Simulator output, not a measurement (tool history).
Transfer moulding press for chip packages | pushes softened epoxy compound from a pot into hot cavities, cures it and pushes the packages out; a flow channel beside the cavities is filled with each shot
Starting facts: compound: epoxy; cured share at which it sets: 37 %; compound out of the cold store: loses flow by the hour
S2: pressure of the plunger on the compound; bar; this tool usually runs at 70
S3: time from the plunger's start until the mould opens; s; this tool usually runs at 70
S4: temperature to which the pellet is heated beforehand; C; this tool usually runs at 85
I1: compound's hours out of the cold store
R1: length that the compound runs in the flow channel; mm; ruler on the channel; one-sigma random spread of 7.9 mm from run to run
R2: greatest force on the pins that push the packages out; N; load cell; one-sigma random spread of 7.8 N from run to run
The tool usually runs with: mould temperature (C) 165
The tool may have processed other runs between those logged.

{"run": 1, "hour": 0.0, "mould temperature (C)": 165, "S2": 70, "S3": 70, "S4": 85, "I1": 36.4, "R1": 853, "R2": 321}
{"run": 2, "hour": 11.1, "mould temperature (C)": 165, "S2": 70, "S3": 58, "S4": 85, "I1": 13.5, "R1": 929, "R2": 480}
{"run": 3, "hour": 17.9, "mould temperature (C)": 165, "S2": 70, "S3": 70, "S4": 85, "I1": 28.8, "R1": 866, "R2": 332}
{"run": 4, "hour": 29.6, "mould temperature (C)": 165, "S2": 70, "S3": 96, "S4": 85, "I1": 18.7, "R1": 906, "R2": 269}
{"run": 5, "hour": 34.6, "mould temperature (C)": 165, "S2": 70, "S3": 96, "S4": 85, "I1": 15, "R1": 917, "R2": 278}
{"run": 6, "hour": 42.4, "mould temperature (C)": 165, "S2": 70, "S3": 70, "S4": 79, "I1": 20.1, "R1": 900, "R2": 357}
{"run": 7, "hour": 54.3, "mould temperature (C)": 165, "S2": 68.8, "S3": 70, "S4": 85, "I1": 15.7, "R1": 918, "R2": 340}
{"run": 8, "hour": 59.4, "mould temperature (C)": 165, "S2": 68.8, "S3": 70, "S4": 85, "I1": 36.1, "R1": 836, "R2": 325}
{"hour": 66.5, "done": "cavities cleaned with cleaning compound and waxed"}
{"run": 9, "hour": 71.1, "mould temperature (C)": 158, "S2": 70, "S3": 70, "S4": 85, "I1": 34.1, "R1": 885, "R2": 513}
{"run": 10, "hour": 78.4, "mould temperature (C)": 158, "S2": 81.4, "S3": 94, "S4": 85, "I1": 10.9, "R1": 1057, "R2": 315}
{"run": 11, "hour": 87.9, "mould temperature (C)": 158, "S2": 52.3, "S3": 56, "S4": 85, "I1": 21.4, "R1": 796, "R2": 875}
{"run": 12, "hour": 95.4, "mould temperature (C)": 158, "S2": 78.6, "S3": 87, "S4": 85, "I1": 15.1, "R1": 1017, "R2": 360}
{"run": 13, "hour": 101.2, "mould temperature (C)": 162, "S2": 70, "S3": 70, "S4": 91, "I1": 17, "R1": 924, "R2": 392}
{"run": 14, "hour": 111.3, "mould temperature (C)": 165, "S2": 70, "S3": 70, "S4": 85, "I1": 42.5, "R1": 815, "R2": 315}
{"run": 15, "hour": 121.0, "mould temperature (C)": 167, "S2": 71.7, "S3": 69, "S4": 85, "I1": 20.6, "R1": 910, "R2": 307}
{"run": 16, "hour": 128.8, "mould temperature (C)": 164, "S2": 70, "S3": 70, "S4": 81, "I1": 16.2, "R1": 922, "R2": 354}
{"run": 17, "hour": 139.7, "mould temperature (C)": 165, "S2": 52.9, "S3": 70, "S4": 85, "I1": 46.3, "R1": 707, "R2": 313}
{"hour": 143.9, "done": "cavities cleaned with cleaning compound and waxed"}
{"run": 18, "hour": 146.5, "mould temperature (C)": 165, "S2": 80.1, "S3": 103, "S4": 79, "I1": 15.2, "R1": 990, "R2": 281}

Forecast each of these 3 alternatives for the next run:
{"run": "A", "hour": 153.0, "mould temperature (C)": 165, "S2": 70, "S3": 70, "S4": 77, "I1": 35.7, "R1": "?", "R2": "?"}
{"run": "B", "hour": 153.0, "mould temperature (C)": 165, "S2": 87.1, "S3": 88, "S4": 79, "I1": 32.2, "R1": "?", "R2": "?"}
{"run": "C", "hour": 153.0, "mould temperature (C)": 171, "S2": 80.1, "S3": 103, "S4": 79, "I1": 20.3, "R1": "?", "R2": "?"}

run=A R1=853 R2=325
run=B R1=957 R2=283
run=C R1=926 R2=267
Stripped of hidden state, with their random variation kept, the same runs would have yielded:
run=A R1=854 R2=325
run=B R1=958 R2=282
run=C R1=926 R2=267
